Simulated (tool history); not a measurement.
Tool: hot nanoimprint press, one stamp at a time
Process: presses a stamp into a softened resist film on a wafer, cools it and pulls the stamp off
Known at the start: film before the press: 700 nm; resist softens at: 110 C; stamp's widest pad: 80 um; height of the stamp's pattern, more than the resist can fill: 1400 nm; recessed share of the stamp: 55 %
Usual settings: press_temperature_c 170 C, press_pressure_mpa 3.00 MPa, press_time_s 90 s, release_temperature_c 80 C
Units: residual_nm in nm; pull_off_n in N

{"run": 1, "day": 0.0, "press_temperature_c": 170, "press_pressure_mpa": 3.0, "press_time_s": 90, "release_temperature_c": 80, "residual_nm": 366.8, "pull_off_n": 173}
{"run": 2, "day": 1.942, "press_temperature_c": 170, "press_pressure_mpa": 3.0, "press_time_s": 90, "release_temperature_c": 80, "residual_nm": 370.7, "pull_off_n": 188}
{"run": 3, "day": 4.717, "press_temperature_c": 170, "press_pressure_mpa": 3.0, "press_time_s": 90, "release_temperature_c": 80, "residual_nm": 367.5, "pull_off_n": 190}
{"run": 4, "day": 6.525, "press_temperature_c": 170, "press_pressure_mpa": 3.0, "press_time_s": 90, "release_temperature_c": 85, "residual_nm": 365.8, "pull_off_n": 177}
{"run": 5, "day": 10.275, "press_temperature_c": 170, "press_pressure_mpa": 3.0, "press_time_s": 90, "release_temperature_c": 85, "residual_nm": 368.0, "pull_off_n": 182}
{"run": 6, "day": 14.133, "press_temperature_c": 170, "press_pressure_mpa": 3.15, "press_time_s": 90, "release_temperature_c": 80, "residual_nm": 365.6, "pull_off_n": 202}
{"run": 7, "day": 16.375, "press_temperature_c": 170, "press_pressure_mpa": 3.0, "press_time_s": 90, "release_temperature_c": 80, "residual_nm": 372.5, "pull_off_n": 211}
{"day": 16.933, "done": "press's hydraulic seals changed and the load cell set to zero"}
{"run": 8, "day": 19.433, "press_temperature_c": 170, "press_pressure_mpa": 3.0, "press_time_s": 90, "release_temperature_c": 80, "residual_nm": 369.3, "pull_off_n": 216}
{"run": 9, "day": 22.792, "press_temperature_c": 170, "press_pressure_mpa": 2.11, "press_time_s": 90, "release_temperature_c": 75, "residual_nm": 419.8, "pull_off_n": 262}
{"day": 23.125, "done": "plate thermocouple calibrated"}
{"run": 10, "day": 24.517, "press_temperature_c": 170, "press_pressure_mpa": 2.11, "press_time_s": 80, "release_temperature_c": 75, "residual_nm": 442.8, "pull_off_n": 263}

The next listed run, before its measurement:
{"day": 27.504, "done": "stamp cleaned and given a new release coat"}
{"run": 11, "day": 27.579, "press_temperature_c": 181, "press_pressure_mpa": 4.19, "press_time_s": 162, "release_temperature_c": 66, "residual_nm": "?", "pull_off_n": "?"}

residual_nm: 147.0 nm
pull_off_n: 198 N
Without the tool's hidden state the same run would have given residual_nm 135.8 nm, pull_off_n 193 N.

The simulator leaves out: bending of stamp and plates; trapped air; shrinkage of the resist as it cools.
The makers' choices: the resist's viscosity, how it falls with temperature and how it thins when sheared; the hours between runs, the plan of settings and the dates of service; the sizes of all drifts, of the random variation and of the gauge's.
